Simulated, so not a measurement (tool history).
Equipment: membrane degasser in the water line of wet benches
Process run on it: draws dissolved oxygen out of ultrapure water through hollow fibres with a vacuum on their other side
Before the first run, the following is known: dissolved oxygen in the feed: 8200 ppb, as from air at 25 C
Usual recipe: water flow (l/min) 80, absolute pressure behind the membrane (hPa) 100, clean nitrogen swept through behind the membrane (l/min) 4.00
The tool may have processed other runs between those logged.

| run | hour | water flow (l/min) | absolute pressure behind the membrane (hPa) | clean nitrogen swept through behind the membrane (l/min) | dissolved oxygen in the water behind the degasser (ppb) | pressure that the water loses in the fibres (hPa) |
|---|---|---|---|---|---|---|
| 1 | 0.0 | 80 | 100 | 4.00 | 390.6 | 332.1 |
| 2 | 55.6 | 80 | 90 | 4.00 | 347.7 | 326.4 |
| 3 | 84.3 | 80 | 90 | 4.00 | 346.4 | 329.1 |
| 4 | 121.0 | 80 | 100 | 4.00 | 391.7 | 329.3 |
| 5 | 154.1 | 80 | 100 | 4.00 | 390.3 | 330.3 |
| 6 | 208.0 | 80 | 100 | 4.00 | 383.6 | 327.3 |
| 7 | 234.1 | 80 | 100 | 4.00 | 388.4 | 327.8 |
| 8 | 275.4 | 80 | 100 | 1.94 | 629.1 | 331.3 |
| 9 | 323.9 | 80 | 100 | 1.94 | 623.2 | 330.0 |
| 10 | 347.0 | 80 | 100 | 4.00 | 393.1 | 331.0 |
| 11 | 398.0 | 80 | 100 | 4.00 | 392.5 | 330.4 |
| 12 | 448.2 | 80 | 100 | 4.00 | 392.1 | 330.5 |
| 13 | 495.2 | 76 | 184 | 7.46 | 437.6 | 313.4 |
| 14 | 538.2 | 50 | 184 | 7.46 | 257.8 | 209.1 |
| 15 | 576.7 | 50 | 184 | 7.46 | 255.0 | 208.7 |
| 16 | 605.6 | 97 | 153 | 4.00 | 747.4 | 406.9 |
| 17 | 649.8 | 62 | 153 | 4.00 | 453.9 | 256.4 |
| 18 | 693.9 | 62 | 153 | 4.00 | 451.9 | 257.1 |
| 19 | 745.3 | 68 | 225 | 6.10 | 538.8 | 282.8 |
| 20 | 797.1 | 80 | 173 | 4.00 | 676.2 | 332.9 |
| 21 | 848.0 | 80 | 173 | 4.00 | 666.7 | 333.5 |
| 22 | 894.5 | 108 | 117 | 4.53 | 638.9 | 451.8 |
| 23 | 921.3 | 114 | 90 | 1.68 | 889.8 | 478.4 |

Measured minus without-hidden-state, run by run (identical run-to-run variation in each term; gauge scatter may differ):
Unlogged tool condition in this case: membrane still open, %; true pressure behind the membrane over the reading, kPa; air that leaks in behind the membrane, l/min; drift of the gauge itself on oxygen_ppb, %; drift of the gauge itself on loss_of_pressure_kpa, %.
| run | pressure that the water loses in the fibres (hPa) |
|---|---|
| 1 | +0.1 |
| 2 | +0.4 |
| 3 | +0.6 |
| 4 | +0.9 |
| 5 | +1.2 |
| 6 | +1.6 |
| 7 | +1.8 |
| 8 | +2.1 |
| 9 | +2.5 |
| 10 | +2.7 |
| 11 | +3.0 |
| 12 | +3.4 |
| 13 | +3.5 |
| 14 | +2.5 |
| 15 | +2.8 |
| 16 | +5.6 |
| 17 | +3.8 |
| 18 | +4.1 |
| 19 | +4.8 |
| 20 | +6.1 |
| 21 | +6.4 |
| 22 | +9.1 |
| 23 | +9.9 |
dissolved oxygen in the water behind the degasser (ppb) without the hidden state stays within 0.3 of what was measured, in all runs.
